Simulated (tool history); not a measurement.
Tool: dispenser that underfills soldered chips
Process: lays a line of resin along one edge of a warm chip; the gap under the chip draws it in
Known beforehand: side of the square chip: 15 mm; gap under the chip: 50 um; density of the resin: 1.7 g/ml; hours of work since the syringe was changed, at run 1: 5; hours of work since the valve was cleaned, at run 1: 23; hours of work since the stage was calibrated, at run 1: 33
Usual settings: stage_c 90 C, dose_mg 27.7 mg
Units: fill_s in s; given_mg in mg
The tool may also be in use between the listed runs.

run   hour  stage_c  dose_mg  hours of work since the syringe was changed  hours of work since the valve was cleaned  hours of work since the stage was calibrated  fill_s  given_mg
  1      0       90     27.7                                            5                                         23                                            33     131     27.54
         1  -- new syringe of resin
  2    5.6       90       28                                            3                                         27                                            36   114.7     27.91
         9  -- new syringe of resin
  3   11.1       90       28                                            1                                         30                                            40    99.1     27.92
  4   14.4       90       28                                            4                                         32                                            42   119.9     27.77
      17.2  -- new syringe of resin
  5   18.3       90       28                                            1                                         35                                            45    93.8     27.73
  6   23.2       90       28                                            4                                         38                                            48   122.9     27.62
      25.6  -- new syringe of resin
  7   28.1       90     27.7                                            2                                         41                                            51   104.4     27.38
      33.6  -- new syringe of resin
  8   34.2       90     25.3                                            0                                         45                                            55    90.2     25.05
  9     38       90     25.3                                            3                                         48                                            57   112.8     24.99
      41.7  -- new syringe of resin
 10   42.6       84     27.7                                            1                                         50                                            60     122     27.36
 11   48.2       84     27.7                                            4                                         54                                            64   167.3     27.35
        50  -- new syringe of resin
 12   52.6       84     27.7                                            2                                         57                                            67   131.6     27.29
      58.4  -- new syringe of resin
 13   58.4       84     27.7                                            0                                         61                                            71   113.1     27.13
 14   61.6       90     35.6                                            2                                         63                                            73   101.4      35.1
      66.5  -- new syringe of resin
 15   66.5       90     35.6                                            0                                         66                                            76    87.4     35.06
 16   72.7       90     27.7                                            4                                         70                                            80   128.4     27.25
      74.7  -- new syringe of resin
 17   79.6       90     27.7                                            3                                         75                                            85   116.5     27.08
      83.2  -- new syringe of resin
 18     86       90     27.7                                            2                                         79                                            89   100.8     27.06
      91.6  -- new syringe of resin
 19   91.6       92     33.6                                            0                                         82                                            92      77     32.93
 20   97.7       94     32.9                                            4                                         86                                            96     102     31.99
      99.7  -- new syringe of resin
 21  101.7       94     32.9                                            1                                         89                                            99    79.3     32.07
 22  106.1       94     32.9                                            4                                         92                                           102   100.8     31.98
     107.7  -- new syringe of resin
 23  110.1       94     32.9                                            2                                         94                                           104    81.8     31.96
 24  112.9       94     32.9                                            3                                         96                                           106    96.6     32.02
     115.9  -- new syringe of resin
 25  119.2       89     28.4                                            2                                        100                                           110   111.5     27.63
 26  123.1       89     28.4                                            5                                        103                                           113   137.9     27.61
     123.9  -- new syringe of resin
 27  129.6       89     28.4                                            4                                        107                                           117   124.2      27.6
     132.1  -- new syringe of resin
 28  135.8       89     28.4                                            2                                        111                                           121   110.9     27.41
 29  139.7       89     28.4                                            5                                        114                                           124   136.6     27.36
     140.2  -- new syringe of resin
 30  142.6       90     31.5                                            2                                        116                                           125    96.2     30.49
 31  146.4      100       36                                            4                                        118                                           128    76.7     34.63
     148.5  -- new syringe of resin
 32  152.4       96       28                                            3                                        122                                           132    83.2     27.01
     155.5  -- dispensing valve cleaned and set on the balance
     157.9  -- new syringe of resin
 33  158.9       94     34.5                                            1                                          2                                           135    73.7     34.32
 34  162.6       86     27.6                                            3                                          5                                           138   131.3      27.5
     165.9  -- new syringe of resin
 35  168.1       77     28.9                                            2                                          8                                           141   171.5     28.81

Per-run results on a tool with no hidden state, each run keeping its own random variation:
Hidden state at play: resin's viscosity, % of fresh resin's; dose that the valve gives, % of what is set; true chip temperature over the reading, C; drift of the gauge itself on fill_s, %; drift of the gauge itself on given_mg, %.
run  fill_s  given_mg
  1    88.8     27.64
  2    88.5     28.05
  3    88.7     28.08
  4    89.3     27.95
  5      89     27.94
  6    88.4     27.86
  7    90.9     27.64
  8    89.9     25.32
  9    90.7     25.28
 10   117.5     27.71
 11     118     27.73
 12   115.8     27.69
 13   115.5     27.56
 14    86.9     35.69
 15    86.8     35.69
 16    90.1     27.78
 17      90     27.65
 18    89.5     27.67
 19    78.7     33.71
 20    74.3     32.79
 21    74.3      32.9
 22    73.9     32.85
 23    73.3     32.86
 24    74.4     32.93
 25    93.4     28.46
 26    92.8     28.46
 27    91.8      28.5
 28    92.6     28.34
 29      92     28.31
 30    86.9     31.57
 31    56.2     35.89
 32      69     28.03
 33    73.1     34.35
 34   105.7     27.55
 35   156.9      28.9
